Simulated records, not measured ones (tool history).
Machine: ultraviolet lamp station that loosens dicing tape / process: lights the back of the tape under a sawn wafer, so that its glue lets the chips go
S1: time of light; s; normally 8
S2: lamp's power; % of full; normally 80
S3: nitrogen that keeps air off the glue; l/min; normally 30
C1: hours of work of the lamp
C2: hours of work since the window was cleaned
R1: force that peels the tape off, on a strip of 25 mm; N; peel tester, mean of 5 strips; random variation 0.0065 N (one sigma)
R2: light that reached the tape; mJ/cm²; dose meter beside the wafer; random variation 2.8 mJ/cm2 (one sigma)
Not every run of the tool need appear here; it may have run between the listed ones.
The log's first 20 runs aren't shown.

Run 21, hour 1047.5: usual settings but S2 68 % of full; C1 774; C2 258. Result: R1 0.388 N, R2 284 mJ/cm².
Run 22, hour 1084.3: usual settings but S2 68 % of full; C1 793; C2 277. Result: R1 0.4 N, R2 281 mJ/cm².
Run 23, hour 1154.7: usual settings but S1 14 s, S2 64 % of full; C1 829; C2 313. Result: R1 0.251 N, R2 461 mJ/cm².
Run 24, hour 1184.7: usual settings but S1 16 s, S3 11 l/min; C1 844; C2 328. Result: R1 0.253 N, R2 656 mJ/cm².
Run 25, hour 1231.3: usual settings but S3 17 l/min; C1 868; C2 352. Result: R1 0.446 N, R2 317 mJ/cm².
Run 26, hour 1264.7: usual settings but S2 70 % of full; C1 885; C2 369. Result: R1 0.405 N, R2 276 mJ/cm².
At hour 1319.1: window cleaned of glue's vapour.
Run 27, hour 1319.9: usual settings but S2 70 % of full; C1 913; C2 0. Result: R1 0.359 N, R2 306 mJ/cm².
Run 28, hour 1353.9: usual settings but S1 4 s, S3 15 l/min; C1 930; C2 18. Result: R1 1.09 N, R2 171 mJ/cm².
Run 29, hour 1408.2: usual settings but S1 4 s, S3 15 l/min; C1 958; C2 45. Result: R1 1.085 N, R2 175 mJ/cm².
Run 30, hour 1443.4: usual settings but S1 5 s, S2 100 % of full, S3 15 l/min; C1 976; C2 63. Result: R1 0.64 N, R2 268 mJ/cm².
Run 31, hour 1513.6: usual settings but S1 5 s, S2 100 % of full, S3 15 l/min; C1 1012; C2 99. Result: R1 0.652 N, R2 266 mJ/cm².
Run 32, hour 1553.3: usual settings but S1 5 s, S2 99 % of full, S3 35 l/min; C1 1032; C2 119. Result: R1 0.417 N, R2 261 mJ/cm².
Run 33, hour 1606.5: usual settings but S1 12 s, S2 91 % of full; C1 1059; C2 146. Result: R1 0.224 N, R2 565 mJ/cm².
Run 34, hour 1642.5: usual settings but S1 4 s, S2 73 % of full; C1 1077; C2 165. Result: R1 0.956 N, R2 147 mJ/cm².
Run 35, hour 1694.7: usual settings but S1 4 s, S2 100 % of full, S3 10 l/min; C1 1104; C2 191. Result: R1 1.09 N, R2 208 mJ/cm².
Run 36, hour 1731.3: usual settings but S2 77 % of full; C1 1123; C2 210. Result: R1 0.354 N, R2 306 mJ/cm².
Run 37, hour 1796.5: usual settings but S1 6 s, S2 76 % of full, S3 26 l/min; C1 1156; C2 243. Result: R1 0.602 N, R2 227 mJ/cm².
Run 38, hour 1829.9: usual settings but S1 5 s, S2 87 % of full; C1 1173; C2 260. Result: R1 0.579 N, R2 209 mJ/cm².
Run 39, hour 1880.8: usual settings but S1 4 s, S2 81 % of full; C1 1199; C2 286. Result: R1 0.872 N, R2 159 mJ/cm².
Run 40, hour 1934.4: usual settings but S1 5 s, S2 95 % of full; C1 1226; C2 314. Result: R1 0.524 N, R2 232 mJ/cm².
Run 41, hour 1990.6: usual settings but S1 5 s, S2 95 % of full, S3 15 l/min; C1 1255; C2 342. Result: R1 0.787 N, R2 226 mJ/cm².
Run 42, hour 2048.4: usual settings but S1 5 s, S2 95 % of full, S3 15 l/min; C1 1284; C2 372. Result: R1 0.797 N, R2 226 mJ/cm².
At hour 2095.3: window cleaned of glue's vapour.
Run 43, hour 2095.3: usual settings but S2 84 % of full, S3 27 l/min; C1 1308; C2 0. Result: R1 0.317 N, R2 351 mJ/cm².
Run 44, hour 2158.1: usual settings but S2 88 % of full, S3 60 l/min; C1 1340; C2 32. Result: R1 0.249 N, R2 365 mJ/cm².

Below are 3 alternative next runs, each starting from the tool's condition after run 44. Predict each:
Run A, hour 2224.9: usual settings but S1 10 s; C1 1374; C2 66. Result: R1 ?, R2 ?.
Run B, hour 2224.9: usual settings but S1 10 s, S2 60 % of full, S3 26 l/min; C1 1374; C2 66. Result: R1 ?, R2 ?.
Run C, hour 2224.9: usual settings but S2 97 % of full, S3 27 l/min; C1 1374; C2 66. Result: R1 ?, R2 ?.

run     R1   R2
  A  0.266  409
  B  0.381  308
  C  0.279  396
With no hidden state in the tool, these same runs would have given:
run     R1   R2
  A  0.237  494
  B  0.303  371
  C  0.243  479
